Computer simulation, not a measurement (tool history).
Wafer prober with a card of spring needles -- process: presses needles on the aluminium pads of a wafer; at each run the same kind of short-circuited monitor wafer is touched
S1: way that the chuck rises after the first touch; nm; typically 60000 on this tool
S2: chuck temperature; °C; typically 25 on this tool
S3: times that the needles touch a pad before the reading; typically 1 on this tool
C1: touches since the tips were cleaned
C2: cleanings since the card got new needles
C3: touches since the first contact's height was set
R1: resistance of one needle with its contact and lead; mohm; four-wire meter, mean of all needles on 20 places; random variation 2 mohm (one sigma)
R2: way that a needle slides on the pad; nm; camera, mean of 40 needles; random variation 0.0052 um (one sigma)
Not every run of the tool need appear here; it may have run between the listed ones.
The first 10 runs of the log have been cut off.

| run | hour | S1 | S2 | S3 | C1 | C2 | C3 | R1 | R2 |
|---|---|---|---|---|---|---|---|---|---|
|  | 154.3 | tips cleaned on abrasive film |
| 11 | 156.6 | 49000 | 25 | 1 | 1264 | 40 | 33180 | 316 | 7626 |
|  | 167.3 | height of the first contact set anew, once more |
|  | 169 | tips cleaned on abrasive film |
| 12 | 170.8 | 49000 | 25 | 1 | 1034 | 41 | 1947 | 298 | 7747 |
|  | 183.1 | tips cleaned on abrasive film |
| 13 | 185.1 | 60000 | 25 | 1 | 1120 | 42 | 9906 | 269 | 9487 |
|  | 198.2 | tips cleaned on abrasive film |
| 14 | 198.3 | 60000 | 25 | 1 | 23 | 43 | 17230 | 223 | 9475 |
|  | 213.3 | tips cleaned on abrasive film |
| 15 | 214.7 | 60000 | 25 | 1 | 752 | 44 | 26380 | 269 | 9463 |
|  | 228.3 | tips cleaned on abrasive film |
| 16 | 234.9 | 60000 | 25 | 1 | 3745 | 45 | 37701 | 323 | 9462 |
|  | 242.3 | tips cleaned on abrasive film |
|  | 256.8 | tips cleaned on abrasive film |
| 17 | 256.8 | 60000 | 25 | 1 | 0 | 47 | 49859 | 224 | 9449 |
| 18 | 267.4 | 60000 | 110 | 1 | 5971 | 47 | 55830 | 340 | 9438 |
|  | 270.9 | tips cleaned on abrasive film |
|  | 276.5 | height of the first contact set anew |
| 19 | 278.4 | 73000 | 119 | 3 | 4062 | 48 | 1064 | 259 | 11574 |
|  | 286.9 | tips cleaned on abrasive film |
| 20 | 297.2 | 73000 | 119 | 3 | 5760 | 49 | 11548 | 260 | 11564 |
|  | 301.7 | tips cleaned on abrasive film |
|  | 315.8 | tips cleaned on abrasive film |
| 21 | 318 | 69000 | 25 | 1 | 1255 | 51 | 23153 | 260 | 10908 |
| 22 | 328.3 | 44000 | 38 | 3 | 7012 | 51 | 28910 | 299 | 6949 |
|  | 330.4 | tips cleaned on abrasive film |
|  | 344.6 | tips cleaned on abrasive film |
| 23 | 344.6 | 54000 | 87 | 2 | 0 | 53 | 37964 | 240 | 8513 |
|  | 359.9 | tips cleaned on abrasive film |
| 24 | 362.7 | 58000 | 113 | 1 | 1611 | 54 | 48079 | 314 | 9137 |
|  | 373.9 | tips cleaned on abrasive film |
| 25 | 383.7 | 63000 | 42 | 1 | 5535 | 55 | 59813 | 333 | 9917 |
|  | 385.8 | height of the first contact set anew |
|  | 389.4 | tips cleaned on abrasive film |
|  | 404.2 | tips cleaned on abrasive film |
| 26 | 405.6 | 54000 | 25 | 1 | 754 | 57 | 10981 | 287 | 8538 |
|  | 419.5 | tips cleaned on abrasive film |
| 27 | 422.4 | 57000 | 43 | 3 | 1650 | 58 | 20385 | 252 | 9009 |
|  | 434.7 | tips cleaned on abrasive film |
| 28 | 445 | 51000 | 25 | 1 | 5737 | 59 | 32971 | 385 | 8043 |
|  | 449.5 | tips cleaned on abrasive film |
| 29 | 461.5 | 51000 | 25 | 1 | 6744 | 60 | 42213 | 392 | 8027 |
|  | 463.7 | tips cleaned on abrasive film |
| 30 | 476.1 | 51000 | 81 | 2 | 6953 | 61 | 50348 | 331 | 8013 |
|  | 478.2 | tips cleaned on abrasive film |
|  | 493.3 | tips cleaned on abrasive film |
|  | 495.6 | height of the first contact set anew |
| 31 | 495.8 | 51000 | 81 | 2 | 1212 | 63 | 102 | 273 | 8079 |

Alternative continuations, all from the tool just after run 31; predict every row:
|  | 507.6 | tips cleaned on abrasive film |
| A | 510.9 | 52000 | 96 | 3 | 1867 | 64 | 8542 | ? | ? |
|  | 507.6 | tips cleaned on abrasive film |
| B | 510.9 | 51000 | 81 | 1 | 1867 | 64 | 8542 | ? | ? |
|  | 507.6 | tips cleaned on abrasive film |
| C | 510.9 | 60000 | 25 | 2 | 1867 | 64 | 8542 | ? | ? |

| run | R1 | R2 |
|---|---|---|
| A | 268 | 8231 |
| B | 350 | 8072 |
| C | 271 | 9504 |
Stripped of hidden state, with their random variation kept, the same runs would have yielded:
| run | R1 | R2 |
|---|---|---|
| A | 227 | 8243 |
| B | 231 | 8084 |
| C | 213 | 9516 |

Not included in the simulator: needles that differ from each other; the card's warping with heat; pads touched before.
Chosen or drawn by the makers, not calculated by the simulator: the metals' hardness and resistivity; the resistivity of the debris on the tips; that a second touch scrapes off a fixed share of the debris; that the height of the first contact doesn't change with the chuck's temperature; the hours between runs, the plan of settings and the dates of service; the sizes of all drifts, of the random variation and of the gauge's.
